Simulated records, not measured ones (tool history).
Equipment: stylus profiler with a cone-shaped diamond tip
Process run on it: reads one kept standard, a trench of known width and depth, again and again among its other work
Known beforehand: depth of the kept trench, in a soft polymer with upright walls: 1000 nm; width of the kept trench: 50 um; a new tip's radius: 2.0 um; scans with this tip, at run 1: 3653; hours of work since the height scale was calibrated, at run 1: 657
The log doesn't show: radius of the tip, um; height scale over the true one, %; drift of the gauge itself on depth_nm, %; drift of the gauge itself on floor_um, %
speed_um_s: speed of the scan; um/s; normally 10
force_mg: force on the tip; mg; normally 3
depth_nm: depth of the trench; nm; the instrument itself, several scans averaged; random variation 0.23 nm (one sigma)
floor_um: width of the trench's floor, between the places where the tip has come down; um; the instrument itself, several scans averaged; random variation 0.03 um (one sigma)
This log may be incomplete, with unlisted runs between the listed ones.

run   hour  speed_um_s  force_mg  scans with this tip  hours of work since the height scale was calibrated  depth_nm  floor_um
  1      0          10         3                 3653                                                  657   1014.32     45.48
  2   25.9           5         3                 3729                                                  670   1013.81      45.4
  3   65.6           5         3                 3846                                                  691   1014.05     45.38
  4  105.6           8         3                 3964                                                  712   1014.05     45.41
  5    135           8         3                 4050                                                  728   1014.23     45.33
  6    172           8         3                 4159                                                  747   1013.82     45.34
  7  199.6          10         3                 4240                                                  762   1013.95     45.33
  8  238.5           4         3                 4354                                                  783   1013.51     45.29
  9  272.8           3         3                 4455                                                  801   1013.19     45.28
 10  309.6          10         3                 4563                                                  820   1013.53     45.19
 11  331.8           5      2.47                 4629                                                  832   1011.59     45.17
 12  367.6           3      6.86                 4734                                                  851   1025.14     45.25

Expected results for the next run?
 13  399.7          21      1.89                 4828                                                  868         ?         ?

Run 13 gave depth_nm 1009.05 nm, floor_um 45.09 um.
Take away the tool's hidden state, keep the run-to-run variation as it was, and the same run would have given depth_nm 1011.95 nm, floor_um 46.44 um.
